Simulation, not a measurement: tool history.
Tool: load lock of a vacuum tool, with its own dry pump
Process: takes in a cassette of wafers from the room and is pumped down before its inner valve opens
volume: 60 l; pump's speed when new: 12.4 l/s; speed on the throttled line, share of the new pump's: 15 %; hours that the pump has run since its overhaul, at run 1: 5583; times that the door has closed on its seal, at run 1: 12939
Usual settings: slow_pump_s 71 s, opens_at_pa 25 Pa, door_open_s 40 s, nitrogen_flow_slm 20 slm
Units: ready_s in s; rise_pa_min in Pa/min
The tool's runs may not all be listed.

run	hour	slow_pump_s	opens_at_pa	door_open_s	nitrogen_flow_slm	hours that the pump has run since its overhaul	times that the door has closed on its seal	incoming humidity of the room's air, %	ready_s	rise_pa_min
1	0	71	25	40	20	5583	12939	45	101.7	0.127
2	328.9	71	25	30	20	5911	13382	44.4	101.6	0.123
3	489	71	25	40	20	6072	13597	44.5	101.8	0.129
4	677.2	71	25	40	20	6260	13850	43.8	102	0.143
5	865.1	71	25	40	20	6448	14103	44.3	101.3	0.137
6	1069	71	25	40	20	6652	14377	44.5	102	0.143
7	1390.5	71	25	40	20	6973	14810	45.4	102.8	0.141
8	1627.8	71	25	40	20	7210	15129	41.4	101.9	0.151
9	1793.3	71	25	40	20	7376	15352	44.1	102.1	0.154
10	2059	71	25	40	20	7642	15709	44.2	102.8	0.156
11	2204.6	71	25	40	20	7787	15905	42.7	102.2	0.16
12	2456.3	71	25	40	20	8039	16244	44.3	102.1	0.165
13	2700.8	71	25	40	20	8283	16572	47.4	102.4	0.177
14	2998.9	71	25	40	20	8582	16973	42.5	102.6	0.184
15	3269.7	71	25	40	20	8852	17338	43.8	102.7	0.179
16	3433.1	71	25	40	20	9016	17557	43.6	102.6	0.179
17	3605.1	71	25	40	20	9188	17789	47.4	101.7	0.191
18	3781.9	71	30	27	5	9364	18027	44	102.2	0.199
19	4048.7	71	30	27	5	9631	18386	44.5	102.1	0.208
20	4314.4	71	30	27	5	9897	18743	42.4	100.8	0.207
21	4459.6	67	21	60	11	10042	18938	42.4	100.5	0.209
22	4665.4	71	50	40	5	10248	19215	45.3	99.2	0.225
23	4850.1	71	50	40	5	10433	19464	45.9	98.7	0.227
24	5026.2	39	25	40	8	10609	19700	49	75.6	0.23
25	5254	112	37	101	21	10837	20007	48.3	134.7	0.23
26	5398.5	57	37	91	15	10981	20201	46.5	88.6	0.229
27	5617.5	71	50	42	29	11200	20496	43	99.9	0.22

Forecast each of these 4 alternatives for the next run:
A	5924.2	71	29	40	20	11507	20908	44.3	?	?
B	5924.2	71	18	139	6	11507	20908	45.6	?	?
C	5924.2	71	25	33	20	11507	20908	45	?	?
D	5924.2	45	50	126	31	11507	20908	43.5	?	?

run	ready_s	rise_pa_min
A	101.6	0.227
B	104.5	0.27
C	103	0.225
D	77.8	0.233
Without the tool's hidden state the same runs would have given:
run	ready_s	rise_pa_min
A	99.5	0.02
B	102.2	0.063
C	100.8	0.019
D	75.6	0.025
